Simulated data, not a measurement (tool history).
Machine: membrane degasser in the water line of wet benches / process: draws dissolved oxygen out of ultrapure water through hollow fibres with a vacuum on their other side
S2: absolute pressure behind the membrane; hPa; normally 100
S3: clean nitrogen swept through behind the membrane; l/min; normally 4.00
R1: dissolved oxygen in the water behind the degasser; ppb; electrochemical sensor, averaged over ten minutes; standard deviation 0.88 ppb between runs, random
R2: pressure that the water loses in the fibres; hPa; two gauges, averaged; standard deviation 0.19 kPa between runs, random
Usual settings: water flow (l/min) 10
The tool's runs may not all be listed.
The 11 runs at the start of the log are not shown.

Run 12, hour 1006.3: usual settings but S3 4.75 l/min. Result: R1 82.9 ppb, R2 369.8 hPa.
Run 13, hour 1117.1: usual settings but S3 4.75 l/min. Result: R1 84.8 ppb, R2 372.3 hPa.
Run 14, hour 1190.6: usual settings but S3 4.75 l/min. Result: R1 81.8 ppb, R2 372.5 hPa.
Run 15, hour 1281.9: usual settings. Result: R1 88.0 ppb, R2 369.1 hPa.
Run 16, hour 1354.0: usual settings but S2 166 hPa. Result: R1 130.1 ppb, R2 371.0 hPa.
Run 17, hour 1461.7: usual settings but S3 3.12 l/min. Result: R1 100.9 ppb, R2 373.2 hPa.
Run 18, hour 1521.8: usual settings but S3 3.12 l/min. Result: R1 101.0 ppb, R2 373.2 hPa.
Run 19, hour 1643.9: usual settings but water flow (l/min) 12, S2 194 hPa, S3 2.15 l/min. Result: R1 310.8 ppb, R2 446.0 hPa.
Run 20, hour 1747.9: usual settings but S2 145 hPa, S3 3.07 l/min. Result: R1 140.5 ppb, R2 371.5 hPa.
Run 21, hour 1815.0: usual settings but S2 145 hPa, S3 3.07 l/min. Result: R1 140.7 ppb, R2 372.3 hPa.
Run 22, hour 1911.5: usual settings but S2 145 hPa, S3 3.07 l/min. Result: R1 135.5 ppb, R2 372.7 hPa.
Run 23, hour 1969.9: usual settings but S2 145 hPa, S3 3.07 l/min. Result: R1 138.4 ppb, R2 374.2 hPa.
Run 24, hour 2028.5: usual settings but S2 145 hPa, S3 3.07 l/min. Result: R1 139.0 ppb, R2 373.8 hPa.
Run 25, hour 2090.1: usual settings but S2 228 hPa, S3 6.01 l/min. Result: R1 128.0 ppb, R2 373.0 hPa.
Run 26, hour 2157.0: usual settings but S2 228 hPa, S3 6.01 l/min. Result: R1 130.2 ppb, R2 371.6 hPa.
Run 27, hour 2219.9: usual settings but water flow (l/min) 8, S2 184 hPa, S3 6.01 l/min. Result: R1 70.1 ppb, R2 297.2 hPa.
Run 28, hour 2317.3: usual settings but water flow (l/min) 8, S2 184 hPa, S3 6.01 l/min. Result: R1 69.5 ppb, R2 299.1 hPa.
Run 29, hour 2440.9: usual settings but water flow (l/min) 8, S2 184 hPa, S3 6.01 l/min. Result: R1 71.6 ppb, R2 299.4 hPa.
Run 30, hour 2561.7: usual settings but water flow (l/min) 8, S2 184 hPa, S3 6.01 l/min. Result: R1 70.0 ppb, R2 296.7 hPa.
Run 31, hour 2628.0: usual settings but S3 1.89 l/min. Result: R1 136.6 ppb, R2 369.8 hPa.
Run 32, hour 2709.9: usual settings but water flow (l/min) 14, S2 96 hPa, S3 1.91 l/min. Result: R1 271.2 ppb, R2 521.5 hPa.

Branching from run 32: 3 alternative next runs. What would each branch give?
Run A, hour 2770.4: usual settings but water flow (l/min) 14, S3 10.86 l/min. Result: R1 ?, R2 ?.
Run B, hour 2770.4: usual settings but water flow (l/min) 15, S2 151 hPa, S3 3.11 l/min. Result: R1 ?, R2 ?.
Run C, hour 2770.4: usual settings but water flow (l/min) 7, S2 96 hPa, S3 1.91 l/min. Result: R1 ?, R2 ?.

run     R1     R2
  A  178.6  522.8
  B  330.3  563.0
  C   69.2  261.0
Had the tool no hidden state, the same runs would have come out as:
run     R1     R2
  A  159.9  507.2
  B  306.4  546.1
  C   64.4  253.1
